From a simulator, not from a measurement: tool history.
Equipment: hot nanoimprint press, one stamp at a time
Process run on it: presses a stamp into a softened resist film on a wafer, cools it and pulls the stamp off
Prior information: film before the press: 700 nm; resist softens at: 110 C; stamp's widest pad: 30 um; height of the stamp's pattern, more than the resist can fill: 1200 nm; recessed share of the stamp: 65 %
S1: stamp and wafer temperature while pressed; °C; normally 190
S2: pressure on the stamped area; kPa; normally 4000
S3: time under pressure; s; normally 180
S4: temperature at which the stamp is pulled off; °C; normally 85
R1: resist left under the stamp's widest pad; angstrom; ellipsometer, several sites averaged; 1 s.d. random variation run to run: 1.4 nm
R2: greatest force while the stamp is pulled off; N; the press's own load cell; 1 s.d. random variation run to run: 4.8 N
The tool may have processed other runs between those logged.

Run 1, hour 0: usual settings. Result: R1 3834 angstrom, R2 238 N.
Run 2, hour 24.2: usual settings. Result: R1 3856 angstrom, R2 236 N.
Run 3, hour 56.3: usual settings. Result: R1 3858 angstrom, R2 235 N.
Run 4, hour 96.7: usual settings. Result: R1 3851 angstrom, R2 232 N.
Run 5, hour 138: usual settings but S2 3350 kPa. Result: R1 4155 angstrom, R2 225 N.
Run 6, hour 158: usual settings but S2 3350 kPa. Result: R1 4157 angstrom, R2 234 N.
Run 7, hour 187: usual settings but S2 3350 kPa. Result: R1 4154 angstrom, R2 240 N.
Run 8, hour 215.8: usual settings but S2 3350 kPa. Result: R1 4150 angstrom, R2 237 N.
Run 9, hour 232.8: usual settings. Result: R1 3868 angstrom, R2 236 N.
Run 10, hour 250.4: usual settings. Result: R1 3851 angstrom, R2 233 N.
At hour 269.1: stamp cleaned and given a new release coat.
Run 11, hour 277.5: usual settings. Result: R1 3854 angstrom, R2 232 N.
Run 12, hour 303.2: usual settings. Result: R1 3866 angstrom, R2 230 N.
Run 13, hour 329.3: usual settings. Result: R1 3852 angstrom, R2 237 N.
Run 14, hour 367.1: usual settings but S2 2490 kPa. Result: R1 4694 angstrom, R2 227 N.
Run 15, hour 393.9: usual settings. Result: R1 3825 angstrom, R2 242 N.
Run 16, hour 418.2: usual settings but S1 187 °C, S2 4810 kPa, S3 163 s. Result: R1 3910 angstrom, R2 234 N.
Run 17, hour 438.2: usual settings but S1 196 °C, S2 3160 kPa, S3 245 s. Result: R1 3404 angstrom, R2 229 N.
Run 18, hour 461.1: usual settings but S3 96 s. Result: R1 4609 angstrom, R2 238 N.
Run 19, hour 498.4: usual settings but S2 3050 kPa, S3 251 s. Result: R1 3935 angstrom, R2 226 N.
Run 20, hour 524.3: usual settings but S1 195 °C, S2 3050 kPa, S3 160 s. Result: R1 4048 angstrom, R2 229 N.
Run 21, hour 560.5: usual settings but S3 144 s. Result: R1 4114 angstrom, R2 237 N.
Run 22, hour 581.2: usual settings but S2 4620 kPa, S4 75 °C. Result: R1 3606 angstrom, R2 282 N.
At hour 623.5: plate thermocouple calibrated.
Run 23, hour 624.5: usual settings but S1 179 °C, S2 5260 kPa, S3 141 s, S4 88 °C. Result: R1 4693 angstrom, R2 219 N.
At hour 633.6: stamp cleaned and given a new release coat.
Run 24, hour 655.6: usual settings but S1 187 °C, S3 151 s. Result: R1 4340 angstrom, R2 225 N.
Run 25, hour 679.4: usual settings but S1 202 °C, S2 5010 kPa, S3 151 s. Result: R1 2807 angstrom, R2 225 N.
Run 26, hour 702.2: usual settings but S1 201 °C, S2 5010 kPa, S3 120 s. Result: R1 3090 angstrom, R2 227 N.
Run 27, hour 720.9: usual settings but S1 186 °C, S2 5010 kPa, S3 120 s. Result: R1 4306 angstrom, R2 238 N.
Run 28, hour 752.7: usual settings but S1 186 °C, S2 5010 kPa, S3 104 s, S4 75 °C. Result: R1 4460 angstrom, R2 286 N.
Run 29, hour 772.2: usual settings but S1 186 °C, S2 5010 kPa, S3 104 s, S4 75 °C. Result: R1 4479 angstrom, R2 279 N.

Each row is a separate what-if for the run after 29, all from the same tool condition, not one after another. Results?
Run A, hour 799.6: usual settings but S2 5440 kPa. Result: R1 ?, R2 ?.
Run B, hour 799.6: usual settings but S1 188 °C, S2 5010 kPa, S3 104 s, S4 75 °C. Result: R1 ?, R2 ?.
Run C, hour 799.6: usual settings but S1 182 °C, S2 5010 kPa, S3 104 s, S4 75 °C. Result: R1 ?, R2 ?.

run    R1   R2
  A  3333  235
  B  4291  275
  C  4844  274
Take away the tool's hidden state, keep each run's random variation, and the runs would have read:
run    R1   R2
  A  3330  234
  B  4288  273
  C  4842  272
